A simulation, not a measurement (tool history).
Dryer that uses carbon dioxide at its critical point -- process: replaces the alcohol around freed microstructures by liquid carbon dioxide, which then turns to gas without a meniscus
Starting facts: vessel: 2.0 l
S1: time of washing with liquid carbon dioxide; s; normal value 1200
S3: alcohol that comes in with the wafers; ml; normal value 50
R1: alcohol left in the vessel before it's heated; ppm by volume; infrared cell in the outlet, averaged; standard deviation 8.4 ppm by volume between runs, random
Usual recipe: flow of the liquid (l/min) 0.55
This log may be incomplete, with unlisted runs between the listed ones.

run 1 hour=0 | S1=1200 flow_of_the_liquid_(l/min)=0.55 S3=50 | R1=657
run 2 hour=9.1 | S1=1200 flow_of_the_liquid_(l/min)=0.55 S3=50 | R1=655
run 3 hour=13.4 | S1=1200 flow_of_the_liquid_(l/min)=0.55 S3=50 | R1=649
run 4 hour=23.2 | S1=1200 flow_of_the_liquid_(l/min)=0.55 S3=50 | R1=664
run 5 hour=33.4 | S1=1380 flow_of_the_liquid_(l/min)=0.55 S3=50 | R1=374
run 6 hour=40.7 | S1=1200 flow_of_the_liquid_(l/min)=0.55 S3=50 | R1=657
run 7 hour=46.3 | S1=1200 flow_of_the_liquid_(l/min)=0.55 S3=50 | R1=659
run 8 hour=50.4 | S1=900 flow_of_the_liquid_(l/min)=0.55 S3=50 | R1=1642
run 9 hour=55.6 | S1=900 flow_of_the_liquid_(l/min)=0.55 S3=50 | R1=1646
run 10 hour=59.7 | S1=900 flow_of_the_liquid_(l/min)=0.55 S3=50 | R1=1655
run 11 hour=65 | S1=900 flow_of_the_liquid_(l/min)=0.55 S3=97 | R1=3153
run 12 hour=69.7 | S1=900 flow_of_the_liquid_(l/min)=0.55 S3=97 | R1=3154
run 13 hour=76.8 | S1=1560 flow_of_the_liquid_(l/min)=0.407 S3=72 | R1=1055
run 14 hour=84 | S1=1200 flow_of_the_liquid_(l/min)=0.55 S3=31 | R1=444
run 15 hour=91.5 | S1=720 flow_of_the_liquid_(l/min)=0.644 S3=41 | R1=1586
run 16 hour=98.6 | S1=1200 flow_of_the_liquid_(l/min)=0.931 S3=114 | R1=161
run 17 hour=103.4 | S1=1200 flow_of_the_liquid_(l/min)=0.931 S3=114 | R1=177
run 18 hour=112.8 | S1=1200 flow_of_the_liquid_(l/min)=0.451 S3=50 | R1=1284
run 19 hour=120.1 | S1=1200 flow_of_the_liquid_(l/min)=0.396 S3=50 | R1=1789
run 20 hour=129 | S1=1200 flow_of_the_liquid_(l/min)=0.396 S3=50 | R1=1836

Some steps in R1, run to run, broken into two amounts with sign: the step expected even without the hidden condition (settings, incoming material, random variation), and the rest, left for the hidden condition together with whatever gauge scatter is not in both the measured and the hidden-condition-free result:
What the log doesn't record here: flow that reaches the vessel past the clogged filter, %; alcohol in the recycled carbon dioxide, ppm; drift of the gauge itself on alcohol_ppm, %.
Run 10 -> 11: S3 50 -> 97. R1 +1498 ppm by volume: hidden state +365, all else +1133.
Run 12 -> 13: S1 900 -> 1560, flow of the liquid (l/min) 0.55 -> 0.407, S3 97 -> 72. R1 -2099 ppm by volume: hidden state -447, all else -1652.

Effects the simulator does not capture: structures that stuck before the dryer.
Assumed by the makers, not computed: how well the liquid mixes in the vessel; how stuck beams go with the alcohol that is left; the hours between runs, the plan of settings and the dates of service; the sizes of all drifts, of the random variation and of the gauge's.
